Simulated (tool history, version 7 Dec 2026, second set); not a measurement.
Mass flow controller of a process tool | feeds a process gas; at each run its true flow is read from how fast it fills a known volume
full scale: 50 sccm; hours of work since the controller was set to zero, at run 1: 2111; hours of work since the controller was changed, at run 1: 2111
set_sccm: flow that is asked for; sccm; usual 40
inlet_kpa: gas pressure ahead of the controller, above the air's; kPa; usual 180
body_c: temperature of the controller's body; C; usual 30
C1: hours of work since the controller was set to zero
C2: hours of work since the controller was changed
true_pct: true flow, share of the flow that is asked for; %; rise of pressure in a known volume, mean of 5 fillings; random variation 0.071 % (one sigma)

{"run": 1, "hour": 0.0, "set_sccm": 40, "inlet_kpa": 180, "body_c": 30, "C1": 2111, "C2": 2111, "true_pct": 100.27}
{"run": 2, "hour": 269.7, "set_sccm": 40, "inlet_kpa": 180, "body_c": 30, "C1": 2315, "C2": 2315, "true_pct": 100.34}
{"run": 3, "hour": 753.6, "set_sccm": 10, "inlet_kpa": 180, "body_c": 30, "C1": 2680, "C2": 2680, "true_pct": 102.72}
{"run": 4, "hour": 1095.4, "set_sccm": 10, "inlet_kpa": 180, "body_c": 30, "C1": 2937, "C2": 2937, "true_pct": 103.04}
{"run": 5, "hour": 1650.8, "set_sccm": 10, "inlet_kpa": 180, "body_c": 30, "C1": 3356, "C2": 3356, "true_pct": 103.39}
{"run": 6, "hour": 1939.0, "set_sccm": 17, "inlet_kpa": 180, "body_c": 30, "C1": 3573, "C2": 3573, "true_pct": 101.8}
{"run": 7, "hour": 2426.3, "set_sccm": 17, "inlet_kpa": 180, "body_c": 30, "C1": 3940, "C2": 3940, "true_pct": 102.07}
{"run": 8, "hour": 2981.4, "set_sccm": 17, "inlet_kpa": 180, "body_c": 30, "C1": 4359, "C2": 4359, "true_pct": 102.15}
{"run": 9, "hour": 3475.8, "set_sccm": 17, "inlet_kpa": 180, "body_c": 30, "C1": 4731, "C2": 4731, "true_pct": 102.22}
{"hour": 3731.0, "done": "controller's zero set anew"}
{"run": 10, "hour": 3805.7, "set_sccm": 40, "inlet_kpa": 180, "body_c": 30, "C1": 56, "C2": 4980, "true_pct": 99.02}
{"run": 11, "hour": 4076.2, "set_sccm": 40, "inlet_kpa": 278, "body_c": 30, "C1": 260, "C2": 5184, "true_pct": 98.74}
{"run": 12, "hour": 4351.1, "set_sccm": 40, "inlet_kpa": 278, "body_c": 30, "C1": 467, "C2": 5391, "true_pct": 98.69}
{"run": 13, "hour": 4891.9, "set_sccm": 40, "inlet_kpa": 278, "body_c": 30, "C1": 875, "C2": 5798, "true_pct": 98.73}
{"run": 14, "hour": 5401.0, "set_sccm": 40, "inlet_kpa": 151, "body_c": 30, "C1": 1259, "C2": 6182, "true_pct": 99.09}
{"run": 15, "hour": 5707.6, "set_sccm": 47, "inlet_kpa": 180, "body_c": 30, "C1": 1490, "C2": 6413, "true_pct": 98.98}
{"run": 16, "hour": 6268.2, "set_sccm": 47, "inlet_kpa": 180, "body_c": 30, "C1": 1913, "C2": 6836, "true_pct": 99.05}
{"run": 17, "hour": 6756.4, "set_sccm": 5, "inlet_kpa": 180, "body_c": 30, "C1": 2280, "C2": 7204, "true_pct": 104.05}
{"run": 18, "hour": 7138.5, "set_sccm": 5, "inlet_kpa": 254, "body_c": 30, "C1": 2569, "C2": 7492, "true_pct": 104.53}
{"run": 19, "hour": 7617.0, "set_sccm": 5, "inlet_kpa": 254, "body_c": 30, "C1": 2929, "C2": 7853, "true_pct": 105.37}
{"run": 20, "hour": 7860.0, "set_sccm": 7, "inlet_kpa": 180, "body_c": 26, "C1": 3112, "C2": 8036, "true_pct": 103.42}
{"run": 21, "hour": 8405.8, "set_sccm": 7, "inlet_kpa": 180, "body_c": 26, "C1": 3524, "C2": 8447, "true_pct": 104.17}
{"run": 22, "hour": 8719.6, "set_sccm": 20, "inlet_kpa": 180, "body_c": 23, "C1": 3760, "C2": 8684, "true_pct": 99.84}
{"run": 23, "hour": 9271.9, "set_sccm": 6, "inlet_kpa": 185, "body_c": 35, "C1": 4177, "C2": 9100, "true_pct": 106.59}
{"run": 24, "hour": 9732.3, "set_sccm": 8, "inlet_kpa": 209, "body_c": 35, "C1": 4524, "C2": 9447, "true_pct": 104.75}
{"run": 25, "hour": 10203.2, "set_sccm": 9, "inlet_kpa": 200, "body_c": 21, "C1": 4879, "C2": 9802, "true_pct": 103.89}
{"hour": 10234.2, "done": "controller's zero set anew"}
{"hour": 10382.1, "done": "controller exchanged for a calibrated one"}
{"run": 26, "hour": 10789.1, "set_sccm": 9, "inlet_kpa": 173, "body_c": 21, "C1": 307, "C2": 307, "true_pct": 100.52}
{"run": 27, "hour": 11069.8, "set_sccm": 5, "inlet_kpa": 180, "body_c": 38, "C1": 518, "C2": 518, "true_pct": 102.31}
{"run": 28, "hour": 11414.8, "set_sccm": 5, "inlet_kpa": 180, "body_c": 38, "C1": 778, "C2": 778, "true_pct": 103.0}
{"run": 29, "hour": 11973.8, "set_sccm": 8, "inlet_kpa": 180, "body_c": 22, "C1": 1200, "C2": 1200, "true_pct": 101.94}
{"run": 30, "hour": 12452.9, "set_sccm": 23, "inlet_kpa": 180, "body_c": 22, "C1": 1561, "C2": 1561, "true_pct": 100.57}
{"run": 31, "hour": 12865.2, "set_sccm": 40, "inlet_kpa": 200, "body_c": 30, "C1": 1872, "C2": 1872, "true_pct": 100.6}
{"run": 32, "hour": 13418.4, "set_sccm": 16, "inlet_kpa": 207, "body_c": 30, "C1": 2289, "C2": 2289, "true_pct": 101.47}
{"run": 33, "hour": 13687.7, "set_sccm": 16, "inlet_kpa": 207, "body_c": 30, "C1": 2492, "C2": 2492, "true_pct": 101.86}
{"run": 34, "hour": 14127.9, "set_sccm": 8, "inlet_kpa": 150, "body_c": 27, "C1": 2823, "C2": 2823, "true_pct": 104.66}
{"run": 35, "hour": 14604.2, "set_sccm": 17, "inlet_kpa": 180, "body_c": 27, "C1": 3183, "C2": 3183, "true_pct": 101.91}
{"run": 36, "hour": 15142.1, "set_sccm": 17, "inlet_kpa": 180, "body_c": 27, "C1": 3588, "C2": 3588, "true_pct": 102.05}
{"run": 37, "hour": 15567.5, "set_sccm": 17, "inlet_kpa": 180, "body_c": 27, "C1": 3909, "C2": 3909, "true_pct": 102.27}

Hidden state at the last listed run before each entry between runs and at the first one after, where it differs:
Between runs 9 and 10: controller's zero set anew (hour 3731.0)
  flow at rest that the sensor doesn't see, % of full scale: 1.206 -> 0.038; true flow over the shown one, %: -1.22 -> -1.28
  measured less the result without the state, true_pct: +2.32 -> -1.23 %
Between runs 25 and 26: controller's zero set anew (hour 10234.2); controller exchanged for a calibrated one (hour 10382.1)
  flow at rest that the sensor doesn't see, % of full scale: 1.251 -> 0.146; true flow over the shown one, %: -2.58 -> 0.17
  measured less the result without the state, true_pct: +4.38 -> +0.98 %

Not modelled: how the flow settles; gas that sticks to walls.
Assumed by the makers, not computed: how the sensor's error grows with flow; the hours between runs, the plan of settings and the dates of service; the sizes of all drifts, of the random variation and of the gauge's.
